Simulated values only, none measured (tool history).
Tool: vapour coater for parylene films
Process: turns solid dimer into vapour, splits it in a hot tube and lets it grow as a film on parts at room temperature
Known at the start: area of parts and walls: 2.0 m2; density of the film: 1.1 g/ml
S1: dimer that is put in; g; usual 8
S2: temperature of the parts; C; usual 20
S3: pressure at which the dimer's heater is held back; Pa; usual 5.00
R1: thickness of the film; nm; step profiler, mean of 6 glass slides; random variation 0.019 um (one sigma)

{"run": 1, "hour": 0.0, "S1": 8, "S2": 20, "S3": 5.0, "R1": 2320}
{"run": 2, "hour": 13.8, "S1": 8, "S2": 20, "S3": 5.0, "R1": 2320}
{"run": 3, "hour": 30.6, "S1": 8, "S2": 20, "S3": 8.37, "R1": 2250}
{"run": 4, "hour": 39.2, "S1": 8, "S2": 20, "S3": 8.37, "R1": 2220}
{"run": 5, "hour": 53.3, "S1": 8, "S2": 20, "S3": 8.37, "R1": 2260}
{"run": 6, "hour": 61.0, "S1": 12, "S2": 20, "S3": 5.0, "R1": 3450}
{"run": 7, "hour": 70.4, "S1": 8, "S2": 20, "S3": 5.0, "R1": 2310}
{"run": 8, "hour": 78.3, "S1": 8, "S2": 20, "S3": 5.0, "R1": 2290}
{"run": 9, "hour": 89.9, "S1": 8, "S2": 20, "S3": 5.0, "R1": 2250}
{"hour": 94.8, "done": "trap's valve overhauled"}
{"run": 10, "hour": 102.0, "S1": 5, "S2": 20, "S3": 5.0, "R1": 1420}
{"run": 11, "hour": 115.6, "S1": 5, "S2": 20, "S3": 5.0, "R1": 1420}
{"run": 12, "hour": 125.5, "S1": 7, "S2": 20, "S3": 5.0, "R1": 1990}
{"hour": 139.0, "done": "trap's valve overhauled, once more"}
{"run": 13, "hour": 145.2, "S1": 7, "S2": 20, "S3": 5.0, "R1": 2020}
{"run": 14, "hour": 160.4, "S1": 7, "S2": 20, "S3": 5.0, "R1": 2010}
{"run": 15, "hour": 174.1, "S1": 8, "S2": 20, "S3": 5.0, "R1": 2260}
{"run": 16, "hour": 184.5, "S1": 8, "S2": 20, "S3": 5.0, "R1": 2300}
{"run": 17, "hour": 198.2, "S1": 5, "S2": 23, "S3": 3.14, "R1": 1390}
{"run": 18, "hour": 205.6, "S1": 11, "S2": 27, "S3": 9.17, "R1": 2700}
{"run": 19, "hour": 215.9, "S1": 11, "S2": 27, "S3": 9.17, "R1": 2650}
{"run": 20, "hour": 232.8, "S1": 4, "S2": 20, "S3": 6.92, "R1": 1110}
{"run": 21, "hour": 242.3, "S1": 4, "S2": 20, "S3": 6.92, "R1": 1130}
{"run": 22, "hour": 251.1, "S1": 3, "S2": 15, "S3": 3.66, "R1": 950}
{"run": 23, "hour": 268.0, "S1": 3, "S2": 15, "S3": 3.66, "R1": 930}
{"run": 24, "hour": 278.1, "S1": 10, "S2": 20, "S3": 5.28, "R1": 2800}
{"run": 25, "hour": 289.3, "S1": 10, "S2": 19, "S3": 7.45, "R1": 2840}
{"run": 26, "hour": 298.4, "S1": 10, "S2": 19, "S3": 7.45, "R1": 2840}
{"run": 27, "hour": 309.4, "S1": 3, "S2": 15, "S3": 5.0, "R1": 960}
{"run": 28, "hour": 325.1, "S1": 14, "S2": 21, "S3": 5.0, "R1": 3820}
{"run": 29, "hour": 337.3, "S1": 14, "S2": 21, "S3": 5.0, "R1": 3910}
{"run": 30, "hour": 352.7, "S1": 4, "S2": 21, "S3": 5.0, "R1": 1120}
{"run": 31, "hour": 366.2, "S1": 10, "S2": 21, "S3": 5.0, "R1": 2750}

3 ways to go on from here, each from the tool as it stands after run 31. What would each give?
{"run": "A", "hour": 375.4, "S1": 11, "S2": 20, "S3": 2.76, "R1": "?"}
{"run": "B", "hour": 375.4, "S1": 10, "S2": 21, "S3": 2.69, "R1": "?"}
{"run": "C", "hour": 375.4, "S1": 9, "S2": 29, "S3": 5.0, "R1": "?"}

run=A R1=3220
run=B R1=2860
run=C R1=2160
Without the tool's hidden state the same runs would have given:
run=A R1=3380
run=B R1=3000
run=C R1=2270
